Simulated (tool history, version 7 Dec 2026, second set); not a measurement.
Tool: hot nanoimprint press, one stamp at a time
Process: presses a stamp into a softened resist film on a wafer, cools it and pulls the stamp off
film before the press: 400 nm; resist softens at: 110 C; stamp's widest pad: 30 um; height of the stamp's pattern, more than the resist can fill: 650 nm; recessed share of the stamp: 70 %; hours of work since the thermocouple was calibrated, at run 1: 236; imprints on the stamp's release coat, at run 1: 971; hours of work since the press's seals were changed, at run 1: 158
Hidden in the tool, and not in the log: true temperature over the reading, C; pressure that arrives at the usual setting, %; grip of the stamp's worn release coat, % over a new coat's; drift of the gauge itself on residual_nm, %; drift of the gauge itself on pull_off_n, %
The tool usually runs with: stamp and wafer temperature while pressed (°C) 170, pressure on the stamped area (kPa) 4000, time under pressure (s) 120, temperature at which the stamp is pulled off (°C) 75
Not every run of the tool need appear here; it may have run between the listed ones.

run	day	stamp and wafer temperature while pressed (°C)	pressure on the stamped area (kPa)	time under pressure (s)	temperature at which the stamp is pulled off (°C)	hours of work since the thermocouple was calibrated	imprints on the stamp's release coat	hours of work since the press's seals were changed	resist left under the stamp's widest pad (nm)	greatest force while the stamp is pulled off (N)
1	0	170	4000	120	75	236	971	158	203.4	264
2	0.512	170	4000	120	75	245	1032	167	200.9	283
3	1.058	170	4000	120	75	254	1097	175	205.4	277
4	1.762	170	4000	120	75	265	1182	187	205.1	279
5	2.238	170	4000	120	75	273	1239	195	202.7	277
6	2.925	170	4000	120	80	284	1322	206	204.1	267
7	3.512	170	4000	120	80	293	1392	215	202.7	272
# day 3.925: plate thermocouple calibrated
8	4.188	170	4000	120	80	4	1459	224	202	277
9	5.046	170	4000	120	80	18	1562	238	200.7	282
10	5.517	170	4000	60	80	26	1618	246	244.9	283
11	6.308	170	4000	60	80	39	1713	259	245.3	285
12	6.754	170	4000	120	75	46	1767	266	199.5	318
13	7.242	170	3330	62	75	54	1825	274	261.7	311
14	7.817	168	4990	96	73	63	1894	283	204.8	324
# day 8.021: plate thermocouple calibrated, once more
15	8.808	168	4990	96	73	13	1998	298	217.2	345
16	9.408	176	4990	96	70	23	2071	307	155.7	373
17	10	182	4000	120	75	32	2142	317	129.5	346
18	10.396	175	4000	93	74	39	2189	323	186.2	348
19	11.142	170	4800	120	76	51	2279	336	188.4	342
20	11.538	170	4800	120	76	57	2326	342	187.8	344
21	12.238	170	4800	120	76	69	2411	353	188.4	352
# day 12.896: stamp cleaned and given a new release coat
22	13.2	175	4490	120	71	80	37	365	160.7	235
23	13.821	171	2510	215	63	90	112	375	214.9	250
24	14.679	167	5610	215	79	104	215	389	162.6	218

A few steps of resist left under the stamp's widest pad (nm) between consecutive runs. Split each: what settings, incoming material and random variation would produce without the hidden state, and what is left over for the hidden state, along with gauge scatter present in only one of the two compared results (measured, and without hidden state):
Run 7 -> 8: plate thermocouple calibrated. resist left under the stamp's widest pad (nm) -0.7: hidden state -2.5, all else +1.8.
Run 12 -> 13: pressure on the stamped area (kPa) 4000 -> 3330, time under pressure (s) 120 -> 62. resist left under the stamp's widest pad (nm) +62.2: hidden state -0.9, all else +63.1.
Run 14 -> 15: plate thermocouple calibrated, once more. resist left under the stamp's widest pad (nm) +12.4: hidden state +9.1, all else +3.3.
Run 15 -> 16: stamp and wafer temperature while pressed (°C) 168 -> 176, temperature at which the stamp is pulled off (°C) 73 -> 70. resist left under the stamp's widest pad (nm) -61.5: hidden state -0.4, all else -61.1.
